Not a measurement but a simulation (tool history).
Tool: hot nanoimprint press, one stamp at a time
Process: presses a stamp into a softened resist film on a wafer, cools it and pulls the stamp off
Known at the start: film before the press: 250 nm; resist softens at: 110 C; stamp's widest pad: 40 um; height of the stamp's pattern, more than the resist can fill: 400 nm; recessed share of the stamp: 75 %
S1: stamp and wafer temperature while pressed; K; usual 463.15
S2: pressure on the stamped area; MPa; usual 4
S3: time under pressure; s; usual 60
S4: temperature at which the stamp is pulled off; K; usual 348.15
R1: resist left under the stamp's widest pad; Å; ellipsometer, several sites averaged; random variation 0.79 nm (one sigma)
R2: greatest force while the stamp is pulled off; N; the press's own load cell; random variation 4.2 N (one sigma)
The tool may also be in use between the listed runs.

{"run": 1, "hour": 0.0, "S1": 463.15, "S2": 4, "S3": 60, "S4": 348.15, "R1": 1335, "R2": 209}
{"run": 2, "hour": 68.1, "S1": 463.15, "S2": 4, "S3": 35, "S4": 348.15, "R1": 1562, "R2": 200}
{"run": 3, "hour": 115.9, "S1": 463.15, "S2": 4, "S3": 35, "S4": 348.15, "R1": 1570, "R2": 210}
{"run": 4, "hour": 184.0, "S1": 463.15, "S2": 4, "S3": 35, "S4": 348.15, "R1": 1556, "R2": 207}
{"run": 5, "hour": 256.0, "S1": 463.15, "S2": 4, "S3": 34, "S4": 348.15, "R1": 1577, "R2": 207}
{"hour": 282.8, "done": "stamp cleaned and given a new release coat"}
{"run": 6, "hour": 319.7, "S1": 463.15, "S2": 4, "S3": 34, "S4": 348.15, "R1": 1576, "R2": 207}
{"hour": 341.4, "done": "plate thermocouple calibrated"}
{"run": 7, "hour": 402.2, "S1": 463.15, "S2": 4, "S3": 110, "S4": 348.15, "R1": 1095, "R2": 213}
{"run": 8, "hour": 442.9, "S1": 463.15, "S2": 4, "S3": 110, "S4": 348.15, "R1": 1097, "R2": 213}
{"run": 9, "hour": 493.5, "S1": 463.15, "S2": 4, "S3": 60, "S4": 348.15, "R1": 1323, "R2": 205}
{"run": 10, "hour": 574.4, "S1": 463.15, "S2": 4, "S3": 60, "S4": 348.15, "R1": 1324, "R2": 204}
{"run": 11, "hour": 618.3, "S1": 463.15, "S2": 4, "S3": 60, "S4": 348.15, "R1": 1327, "R2": 210}
{"run": 12, "hour": 661.3, "S1": 463.15, "S2": 4, "S3": 60, "S4": 348.15, "R1": 1335, "R2": 204}
{"run": 13, "hour": 700.2, "S1": 453.15, "S2": 4, "S3": 60, "S4": 348.15, "R1": 1837, "R2": 207}
{"run": 14, "hour": 774.6, "S1": 463.15, "S2": 5.37, "S3": 60, "S4": 348.15, "R1": 1145, "R2": 204}
{"run": 15, "hour": 834.2, "S1": 463.15, "S2": 5.37, "S3": 60, "S4": 348.15, "R1": 1133, "R2": 206}
{"run": 16, "hour": 920.4, "S1": 464.15, "S2": 2.55, "S3": 69, "S4": 338.15, "R1": 1519, "R2": 238}
{"hour": 948.2, "done": "press's hydraulic seals changed and the load cell set to zero"}
{"run": 17, "hour": 986.4, "S1": 467.15, "S2": 2.66, "S3": 92, "S4": 338.15, "R1": 1222, "R2": 242}
{"run": 18, "hour": 1025.3, "S1": 467.15, "S2": 2.66, "S3": 92, "S4": 338.15, "R1": 1244, "R2": 242}
{"hour": 1041.5, "done": "plate thermocouple calibrated"}
{"run": 19, "hour": 1066.1, "S1": 467.15, "S2": 2.66, "S3": 92, "S4": 338.15, "R1": 1234, "R2": 246}
{"run": 20, "hour": 1121.9, "S1": 467.15, "S2": 2.66, "S3": 62, "S4": 338.15, "R1": 1405, "R2": 238}
{"run": 21, "hour": 1204.6, "S1": 473.15, "S2": 3.44, "S3": 66, "S4": 344.15, "R1": 984, "R2": 225}
{"run": 22, "hour": 1253.9, "S1": 463.15, "S2": 4, "S3": 40, "S4": 348.15, "R1": 1483, "R2": 208}
{"run": 23, "hour": 1310.6, "S1": 464.15, "S2": 4, "S3": 60, "S4": 348.15, "R1": 1263, "R2": 216}
{"run": 24, "hour": 1365.0, "S1": 456.15, "S2": 3.23, "S3": 60, "S4": 348.15, "R1": 1780, "R2": 206}
{"run": 25, "hour": 1446.4, "S1": 463.15, "S2": 4, "S3": 69, "S4": 349.15, "R1": 1259, "R2": 203}
{"run": 26, "hour": 1513.9, "S1": 463.15, "S2": 4, "S3": 69, "S4": 349.15, "R1": 1259, "R2": 212}
{"run": 27, "hour": 1560.0, "S1": 466.15, "S2": 4, "S3": 93, "S4": 345.15, "R1": 1009, "R2": 216}
{"hour": 1622.9, "done": "gauge calibrated"}
{"run": 28, "hour": 1623.6, "S1": 467.15, "S2": 5.8, "S3": 93, "S4": 345.15, "R1": 810, "R2": 217}
{"hour": 1686.5, "done": "stamp cleaned and given a new release coat"}
{"run": 29, "hour": 1686.5, "S1": 463.15, "S2": 4.22, "S3": 60, "S4": 346.15, "R1": 1311, "R2": 217}

Measured less the same run without the tool's hidden state. The same run-to-run variation is in both; the gauge's scatter may not be:
The hidden state here: true temperature over the reading, C; pressure that arrives at the usual setting, %; grip of the stamp's worn release coat, % over a new coat's; drift of the gauge itself on residual_nm, %; drift of the gauge itself on pull_off_n, %.
run=1 R1=+1
run=2 R1=-1
run=3 R1=-2
run=4 R1=-4
run=5 R1=-6
run=6 R1=-7
run=7 R1=-8
run=8 R1=-9
run=9 R1=-11
run=10 R1=-13
run=11 R1=-14
run=12 R1=-15
run=13 R1=-23
run=14 R1=-15
run=15 R1=-16
run=16 R1=-24
run=17 R1=-21
run=18 R1=-22
run=19 R1=-24
run=20 R1=-29
run=21 R1=-22
run=22 R1=-34
run=23 R1=-30
run=24 R1=-45
run=25 R1=-33
run=26 R1=-34
run=27 R1=-29
run=28 R1=+1
run=29 R1=+0
R2: within 4 N of the measured result in every run.
